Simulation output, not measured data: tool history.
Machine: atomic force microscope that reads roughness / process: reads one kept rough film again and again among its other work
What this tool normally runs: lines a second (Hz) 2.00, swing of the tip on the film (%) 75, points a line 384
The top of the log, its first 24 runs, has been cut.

| run | hour | lines a second (Hz) | swing of the tip on the film (%) | points a line | roughness of the kept film (nm (root mean square)) |
|---|---|---|---|---|---|
| 25 | 1319.2 | 2.24 | 68 | 384 | 2.139 |
|  | 1372.7 | new tip fitted |
| 26 | 1383.2 | 0.92 | 89 | 389 | 2.359 |
| 27 | 1413.9 | 2.27 | 89 | 374 | 1.951 |
| 28 | 1477.2 | 0.60 | 90 | 470 | 2.095 |
|  | 1508.7 | new tip fitted |
| 29 | 1517.3 | 0.60 | 90 | 470 | 2.456 |
| 30 | 1583.9 | 0.73 | 63 | 843 | 2.344 |
|  | 1639.8 | new tip fitted |
| 31 | 1646.5 | 3.46 | 75 | 279 | 2.190 |
| 32 | 1696.3 | 2.29 | 81 | 713 | 2.041 |
| 33 | 1726.9 | 2.00 | 62 | 289 | 2.163 |
|  | 1771.7 | new tip fitted |
| 34 | 1789.8 | 2.00 | 62 | 289 | 2.397 |
| 35 | 1820.6 | 3.79 | 62 | 663 | 2.220 |

3 options for the next run, each taken on its own from the tool as it stands now. Forecast them:
| A | 1884.3 | 0.90 | 62 | 663 | ? |
| B | 1884.3 | 2.70 | 61 | 538 | ? |
| C | 1884.3 | 2.24 | 62 | 663 | ? |

| run | roughness of the kept film (nm (root mean square)) |
|---|---|
| A | 2.175 |
| B | 2.043 |
| C | 2.078 |
With the hidden condition removed and each run's random variation left untouched, the same runs would have given:
| run | roughness of the kept film (nm (root mean square)) |
|---|---|
| A | 2.689 |
| B | 2.527 |
| C | 2.569 |
